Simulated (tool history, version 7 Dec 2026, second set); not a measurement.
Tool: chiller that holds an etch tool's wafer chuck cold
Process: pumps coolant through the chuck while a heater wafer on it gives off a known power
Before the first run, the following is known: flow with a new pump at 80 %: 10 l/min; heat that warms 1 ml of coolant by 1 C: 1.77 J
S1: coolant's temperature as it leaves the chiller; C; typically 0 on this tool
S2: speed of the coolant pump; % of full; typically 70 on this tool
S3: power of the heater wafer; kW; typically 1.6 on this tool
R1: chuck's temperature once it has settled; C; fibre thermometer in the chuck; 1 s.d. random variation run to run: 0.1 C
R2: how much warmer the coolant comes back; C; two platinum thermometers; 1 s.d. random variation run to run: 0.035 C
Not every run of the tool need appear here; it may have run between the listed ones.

run	hour	S1	S2	S3	R1	R2
1	0	0	70	1.6	16.7	6.62
2	57.8	0	70	1.6	16.7	6.55
3	135	0	70	1.6	17	6.65
4	215.7	0	70	1.6	16.8	6.63
5	256.4	0	70	1.6	16.9	6.67
6	335.3	0	70	1.6	17.1	6.61
7	400.3	0	70	1.6	17.1	6.68
8	438.6	0	70	1.6	16.9	6.72
9	500.1	0	70	1.868	19.8	7.83
10	573.4	2	75	2.057	22.8	8.03
11	627.2	-8	70	1.755	10.8	7.31
# hour 632.3: chiller's thermometer calibrated
12	708.1	-8	70	1.755	10.7	7.39
13	758.4	-1	89	1.37	10.9	4.46
# hour 787.5: chiller's thermometer calibrated, once more
14	843.4	-1	89	1.37	11	4.43
15	903.3	-1	89	1.37	11	4.48
16	964	7	99	1.609	19.8	4.67
17	1028	3	70	1.021	14	4.34

Below are 3 alternative next runs, each starting from the tool's condition after run 17. Predict each:
A	1102.9	3	70	0.841	?	?
B	1102.9	5	74	2.311	?	?
C	1102.9	0	62	1.216	?	?

run	R1	R2
A	12.2	3.56
B	29	9.25
C	14.7	5.83
The same runs, with their run-to-run variation unchanged, on a tool lacking any hidden condition would have given:
run	R1	R2
A	11.1	3.29
B	26.2	8.55
C	13	5.38
